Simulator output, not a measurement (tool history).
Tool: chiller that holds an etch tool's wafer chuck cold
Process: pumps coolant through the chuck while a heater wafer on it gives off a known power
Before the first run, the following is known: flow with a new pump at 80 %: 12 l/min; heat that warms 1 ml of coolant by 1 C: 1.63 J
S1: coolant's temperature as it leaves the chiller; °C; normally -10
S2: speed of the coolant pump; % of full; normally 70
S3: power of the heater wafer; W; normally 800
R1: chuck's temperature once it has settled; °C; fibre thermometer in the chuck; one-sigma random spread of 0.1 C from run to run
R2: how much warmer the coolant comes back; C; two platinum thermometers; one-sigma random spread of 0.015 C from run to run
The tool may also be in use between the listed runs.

Run 1, hour 0.0: usual settings. Result: R1 -1.7 °C, R2 2.83 C.
Run 2, hour 105.5: usual settings but S2 92 % of full. Result: R1 -2.7 °C, R2 2.13 C.
Run 3, hour 196.2: usual settings but S2 92 % of full. Result: R1 -2.7 °C, R2 2.13 C.
Run 4, hour 362.0: usual settings. Result: R1 -1.8 °C, R2 2.82 C.
Run 5, hour 463.2: usual settings. Result: R1 -1.8 °C, R2 2.83 C.
Run 6, hour 547.2: usual settings. Result: R1 -1.6 °C, R2 2.83 C.
Run 7, hour 693.7: usual settings but S1 -2 °C. Result: R1 6.1 °C, R2 2.81 C.
Run 8, hour 850.3: usual settings but S1 -2 °C. Result: R1 6.2 °C, R2 2.83 C.
Run 9, hour 957.5: usual settings but S2 77 % of full. Result: R1 -2.4 °C, R2 2.55 C.
Run 10, hour 1038.3: usual settings but S2 77 % of full. Result: R1 -2.3 °C, R2 2.56 C.
Run 11, hour 1184.6: usual settings but S1 -20 °C, S2 77 % of full, S3 553 W. Result: R1 -14.5 °C, R2 1.77 C.
Run 12, hour 1256.0: usual settings but S1 -20 °C, S2 77 % of full, S3 553 W. Result: R1 -14.4 °C, R2 1.77 C.
Run 13, hour 1342.5: usual settings but S1 -16 °C, S2 90 % of full, S3 823 W. Result: R1 -8.4 °C, R2 2.26 C.
Run 14, hour 1469.8: usual settings but S1 -5 °C, S2 74 % of full, S3 909 W. Result: R1 4.3 °C, R2 3.02 C.
Run 15, hour 1541.8: usual settings but S1 -9 °C, S2 64 % of full, S3 909 W. Result: R1 0.7 °C, R2 3.49 C.
Run 16, hour 1647.9: usual settings but S1 -9 °C, S2 64 % of full, S3 909 W. Result: R1 0.9 °C, R2 3.51 C.
Run 17, hour 1777.5: usual settings but S1 -17 °C, S2 94 % of full, S3 1058 W. Result: R1 -7.6 °C, R2 2.74 C.
Run 18, hour 1919.0: usual settings but S1 -17 °C, S2 98 % of full, S3 858 W. Result: R1 -9.6 °C, R2 2.17 C.
Run 19, hour 2083.5: usual settings but S1 -5 °C, S3 621 W. Result: R1 1.2 °C, R2 2.19 C.

Below are 5 alternative next runs, each starting from the tool's condition after run 19. Predict each:
Run A, hour 2191.2: usual settings but S1 -18 °C, S3 621 W. Result: R1 ?, R2 ?.
Run B, hour 2191.2: usual settings but S1 -12 °C, S3 748 W. Result: R1 ?, R2 ?.
Run C, hour 2191.2: usual settings but S1 -1 °C, S2 76 % of full, S3 1041 W. Result: R1 ?, R2 ?.
Run D, hour 2191.2: usual settings but S2 60 % of full, S3 454 W. Result: R1 ?, R2 ?.
Run E, hour 2191.2: usual settings but S1 -11 °C. Result: R1 ?, R2 ?.

run     R1    R2
  A  -11.7  2.16
  B   -4.1  2.62
  C    9.4  3.39
  D   -4.9  1.87
  E   -2.6  2.80
Had the tool no hidden state, the same runs would have come out as:
run     R1    R2
  A  -11.8  2.16
  B   -4.1  2.62
  C    9.4  3.38
  D   -4.9  1.87
  E   -2.6  2.80

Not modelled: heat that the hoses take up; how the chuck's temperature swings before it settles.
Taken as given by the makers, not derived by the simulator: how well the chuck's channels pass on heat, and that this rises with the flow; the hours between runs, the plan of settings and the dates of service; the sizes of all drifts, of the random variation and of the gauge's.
